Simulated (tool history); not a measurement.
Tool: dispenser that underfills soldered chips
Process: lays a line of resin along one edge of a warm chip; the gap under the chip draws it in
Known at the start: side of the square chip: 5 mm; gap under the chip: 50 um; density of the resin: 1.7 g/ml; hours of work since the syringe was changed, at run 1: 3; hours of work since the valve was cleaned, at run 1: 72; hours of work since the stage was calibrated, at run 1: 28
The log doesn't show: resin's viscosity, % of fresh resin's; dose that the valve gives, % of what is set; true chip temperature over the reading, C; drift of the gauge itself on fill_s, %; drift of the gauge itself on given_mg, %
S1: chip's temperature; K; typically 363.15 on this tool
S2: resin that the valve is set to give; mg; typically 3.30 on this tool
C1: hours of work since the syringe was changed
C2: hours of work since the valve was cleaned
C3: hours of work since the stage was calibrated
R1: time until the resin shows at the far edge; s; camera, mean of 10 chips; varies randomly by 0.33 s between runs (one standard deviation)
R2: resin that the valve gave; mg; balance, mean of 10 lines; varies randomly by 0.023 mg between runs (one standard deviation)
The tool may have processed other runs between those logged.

run,hour,S1,S2,C1,C2,C3,R1,R2
1,0.0,363.15,3.30,3,72,28,17.1,3.13
# hour 7.5: new syringe of resin
2,12.5,363.15,3.30,3,80,35,16.9,3.12
# hour 20.8: new syringe of resin
3,23.4,376.15,3.30,2,86,42,8.1,3.11
4,31.2,376.15,3.32,6,91,46,12.4,3.14
# hour 33.4: new syringe of resin
5,37.5,376.15,3.32,3,95,50,9.3,3.11
6,44.4,376.15,3.32,7,99,54,13.6,3.09
# hour 46.7: new syringe of resin
7,53.5,376.15,3.32,4,104,60,10.2,3.10
# hour 59.7: new syringe of resin
# hour 66.8: dispensing valve cleaned and set on the balance
8,67.1,376.15,3.32,4,0,67,9.8,3.30
# hour 74.1: new syringe of resin
9,80.2,368.15,3.30,4,8,75,13.7,3.24
# hour 87.0: new syringe of resin
10,87.8,368.15,3.30,0,12,80,11.0,3.24
11,96.1,363.15,3.30,6,18,85,21.0,3.28
# hour 99.6: new syringe of resin
12,106.6,363.15,3.30,4,24,91,18.0,3.26
# hour 112.4: new syringe of resin
13,116.5,363.15,3.30,3,30,97,15.8,3.23
# hour 125.0: new syringe of resin
14,127.8,363.15,3.30,2,36,104,14.2,3.23
15,137.3,373.15,3.30,8,42,109,15.5,3.22
# hour 138.8: new syringe of resin
16,144.0,363.15,3.30,3,46,113,16.2,3.19
# hour 151.9: new syringe of resin
17,154.3,363.15,3.30,1,52,119,14.0,3.18
18,162.5,363.15,3.30,6,57,124,22.9,3.18
# hour 164.8: new syringe of resin
19,170.8,373.15,3.66,4,62,129,11.2,3.52
# hour 178.3: new syringe of resin
20,182.9,373.15,3.66,3,69,137,9.4,3.42
# hour 191.6: new syringe of resin
21,196.3,369.15,3.77,3,77,145,12.5,3.57
22,202.8,369.15,3.77,7,81,149,16.6,3.59
# hour 204.4: new syringe of resin
23,208.7,360.15,3.99,3,85,152,18.0,3.76
24,214.2,364.15,3.29,6,88,155,20.5,3.09
# hour 217.3: new syringe of resin
25,226.2,367.15,3.70,5,95,163,16.6,3.50
# hour 230.1: new syringe of resin
26,236.9,373.15,4.29,4,102,169,11.1,4.00
# hour 243.7: new syringe of resin
27,246.2,373.15,4.29,2,107,174,8.4,3.97
# hour 254.3: dispensing valve cleaned and set on the balance
# hour 257.4: new syringe of resin
28,258.7,359.15,3.82,1,3,181,15.6,3.82
# hour 270.6: new syringe of resin
29,272.1,363.15,3.64,1,11,189,13.2,3.64
30,281.2,357.15,3.30,7,16,195,28.5,3.27
# hour 284.1: new syringe of resin
31,287.9,357.15,2.91,2,20,199,20.4,2.89
# hour 296.9: new syringe of resin
32,300.1,351.15,4.08,2,27,206,25.5,4.01
# hour 309.9: new syringe of resin
33,313.5,351.15,4.08,2,35,214,26.0,3.97
# hour 322.6: new syringe of resin
34,322.6,351.15,4.08,0,41,219,21.0,3.96
35,330.2,373.15,4.21,5,45,224,11.3,4.10

Consider 3 possible next runs. They are alternatives, not a sequence: every one starts from the tool as it was left by run 35. What does each give?
# hour 336.1: new syringe of resin
A,338.9,363.15,3.45,2,51,229,?,?
# hour 336.1: new syringe of resin
B,338.9,372.15,4.00,2,51,229,?,?
# hour 336.1: new syringe of resin
C,338.9,373.15,3.69,2,51,229,?,?

run,R1,R2
A,14.2,3.33
B,9.4,3.86
C,9.2,3.60
The same runs, with their run-to-run variation unchanged, on a tool lacking any hidden condition would have given:
run,R1,R2
A,12.9,3.44
B,8.6,4.00
C,8.4,3.72
